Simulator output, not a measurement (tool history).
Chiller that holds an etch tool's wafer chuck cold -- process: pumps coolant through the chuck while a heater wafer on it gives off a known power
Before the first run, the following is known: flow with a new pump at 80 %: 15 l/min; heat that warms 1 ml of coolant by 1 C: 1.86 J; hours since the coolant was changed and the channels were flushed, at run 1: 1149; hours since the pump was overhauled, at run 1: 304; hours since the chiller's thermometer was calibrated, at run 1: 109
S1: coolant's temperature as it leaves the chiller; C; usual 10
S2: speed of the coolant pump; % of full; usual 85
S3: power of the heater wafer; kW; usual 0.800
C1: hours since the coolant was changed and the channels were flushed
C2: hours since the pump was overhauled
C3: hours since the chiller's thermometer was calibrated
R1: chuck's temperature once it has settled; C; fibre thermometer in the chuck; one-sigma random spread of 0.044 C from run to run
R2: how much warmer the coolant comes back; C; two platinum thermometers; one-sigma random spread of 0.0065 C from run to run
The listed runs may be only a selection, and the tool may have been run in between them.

run	day	S1	S2	S3	C1	C2	C3	R1	R2
1	0.000	10	85	0.800	1149	304	109	17.05	1.619
2	1.262	10	85	0.800	1180	334	140	16.95	1.630
3	2.662	3	85	0.800	1213	368	173	10.09	1.621
4	4.117	3	85	0.800	1248	403	208	10.13	1.625
5	5.475	9	85	0.800	1281	435	241	16.10	1.622
6	6.517	10	85	0.800	1306	460	266	17.12	1.632

Run 7 comes next. What will it give?
7	7.867	10	85	0.800	1338	493	298	?	?

R1: 17.03 C
R2: 1.620 C
On a tool with no hidden condition, and with the same random variation, this run would have come out at R1 16.96 C, R2 1.619 C.

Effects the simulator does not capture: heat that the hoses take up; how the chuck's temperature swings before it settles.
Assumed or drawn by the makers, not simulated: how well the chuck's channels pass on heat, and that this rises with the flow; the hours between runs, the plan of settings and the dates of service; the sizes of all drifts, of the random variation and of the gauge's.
